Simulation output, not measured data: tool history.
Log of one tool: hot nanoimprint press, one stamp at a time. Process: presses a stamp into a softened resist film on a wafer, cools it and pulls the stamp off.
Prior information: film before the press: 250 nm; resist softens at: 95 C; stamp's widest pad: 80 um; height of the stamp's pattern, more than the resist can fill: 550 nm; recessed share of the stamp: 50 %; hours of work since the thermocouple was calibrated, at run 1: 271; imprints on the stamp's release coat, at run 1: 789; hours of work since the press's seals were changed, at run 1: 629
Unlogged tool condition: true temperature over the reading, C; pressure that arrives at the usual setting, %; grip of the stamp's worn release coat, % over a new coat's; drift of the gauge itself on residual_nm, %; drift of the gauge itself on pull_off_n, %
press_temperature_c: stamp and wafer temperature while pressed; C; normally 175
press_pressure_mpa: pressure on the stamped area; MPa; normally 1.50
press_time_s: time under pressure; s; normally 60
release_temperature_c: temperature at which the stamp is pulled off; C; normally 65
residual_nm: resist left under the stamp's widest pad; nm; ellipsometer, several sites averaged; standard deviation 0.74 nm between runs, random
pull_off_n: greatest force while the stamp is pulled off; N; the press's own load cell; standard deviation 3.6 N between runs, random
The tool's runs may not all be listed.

| run | hour | press_temperature_c | press_pressure_mpa | press_time_s | release_temperature_c | hours of work since the thermocouple was calibrated | imprints on the stamp's release coat | hours of work since the press's seals were changed | residual_nm | pull_off_n |
|---|---|---|---|---|---|---|---|---|---|---|
| 1 | 0.0 | 175 | 1.50 | 60 | 65 | 271 | 789 | 629 | 131.8 | 212 |
| 2 | 49.7 | 175 | 1.50 | 60 | 65 | 298 | 972 | 657 | 132.7 | 228 |
|  | 90.5 | plate thermocouple calibrated |
| 3 | 102.4 | 175 | 1.50 | 60 | 65 | 7 | 1154 | 684 | 129.0 | 240 |
| 4 | 136.0 | 175 | 1.50 | 60 | 65 | 25 | 1277 | 703 | 129.7 | 247 |
| 5 | 164.0 | 175 | 1.50 | 60 | 65 | 41 | 1380 | 719 | 128.4 | 254 |
| 6 | 193.0 | 175 | 1.50 | 60 | 65 | 57 | 1486 | 735 | 128.7 | 269 |
| 7 | 221.5 | 175 | 1.50 | 60 | 65 | 73 | 1591 | 750 | 127.7 | 274 |
|  | 245.9 | plate thermocouple calibrated, once more |
| 8 | 266.3 | 175 | 1.50 | 60 | 65 | 11 | 1745 | 774 | 138.5 | 289 |
| 9 | 295.6 | 175 | 1.96 | 60 | 65 | 28 | 1852 | 790 | 123.4 | 294 |
|  | 318.8 | stamp cleaned and given a new release coat |
| 10 | 336.7 | 175 | 1.96 | 60 | 65 | 47 | 66 | 809 | 123.7 | 178 |
| 11 | 382.7 | 170 | 1.50 | 60 | 65 | 73 | 235 | 835 | 157.4 | 196 |
| 12 | 425.1 | 170 | 1.50 | 60 | 65 | 96 | 390 | 858 | 156.2 | 197 |
| 13 | 451.2 | 170 | 1.50 | 60 | 65 | 111 | 486 | 873 | 156.2 | 204 |
| 14 | 483.2 | 170 | 1.50 | 60 | 65 | 128 | 603 | 891 | 157.1 | 201 |
| 15 | 518.1 | 175 | 1.50 | 60 | 65 | 148 | 731 | 910 | 135.6 | 217 |
| 16 | 540.5 | 175 | 1.50 | 60 | 65 | 160 | 814 | 923 | 135.3 | 224 |
| 17 | 575.6 | 175 | 1.12 | 60 | 65 | 180 | 943 | 942 | 151.1 | 230 |
| 18 | 618.8 | 175 | 1.12 | 60 | 65 | 204 | 1101 | 966 | 152.3 | 245 |
| 19 | 669.2 | 185 | 1.50 | 60 | 65 | 232 | 1286 | 994 | 99.6 | 257 |
| 20 | 713.5 | 175 | 1.50 | 60 | 61 | 256 | 1449 | 1019 | 135.8 | 272 |
| 21 | 758.1 | 177 | 1.50 | 76 | 62 | 281 | 1613 | 1043 | 116.2 | 290 |
| 22 | 807.7 | 173 | 1.50 | 60 | 65 | 308 | 1795 | 1071 | 142.1 | 283 |
|  | 827.7 | plate thermocouple calibrated |
|  | 850.0 | stamp cleaned and given a new release coat |
| 23 | 864.3 | 173 | 1.50 | 60 | 65 | 17 | 53 | 1097 | 146.9 | 175 |
| 24 | 898.0 | 186 | 1.50 | 60 | 59 | 36 | 176 | 1116 | 98.1 | 184 |
| 25 | 919.8 | 186 | 1.50 | 60 | 59 | 48 | 256 | 1128 | 98.2 | 202 |
| 26 | 942.5 | 186 | 1.50 | 60 | 59 | 60 | 339 | 1141 | 98.4 | 206 |
| 27 | 993.0 | 170 | 1.50 | 60 | 58 | 88 | 525 | 1169 | 156.3 | 220 |
| 28 | 1024.2 | 175 | 0.91 | 33 | 65 | 106 | 639 | 1186 | 186.0 | 206 |
| 29 | 1066.7 | 175 | 0.91 | 33 | 65 | 129 | 795 | 1210 | 188.1 | 212 |

Consider 4 possible next runs. They are alternatives, not a sequence: every one starts from the tool as it was left by run 29. What does each give?
| A | 1101.5 | 175 | 1.16 | 35 | 63 | 149 | 923 | 1229 | ? | ? |
| B | 1101.5 | 175 | 0.91 | 100 | 51 | 149 | 923 | 1229 | ? | ? |
| C | 1101.5 | 171 | 0.91 | 33 | 62 | 149 | 923 | 1229 | ? | ? |
| D | 1101.5 | 170 | 1.21 | 60 | 65 | 149 | 923 | 1229 | ? | ? |

| run | residual_nm | pull_off_n |
|---|---|---|
| A | 173.5 | 233 |
| B | 138.8 | 264 |
| C | 202.6 | 238 |
| D | 168.2 | 225 |
Without the tool's hidden state the same runs would have given:
| run | residual_nm | pull_off_n |
|---|---|---|
| A | 173.3 | 175 |
| B | 138.8 | 198 |
| C | 202.6 | 178 |
| D | 168.0 | 168 |
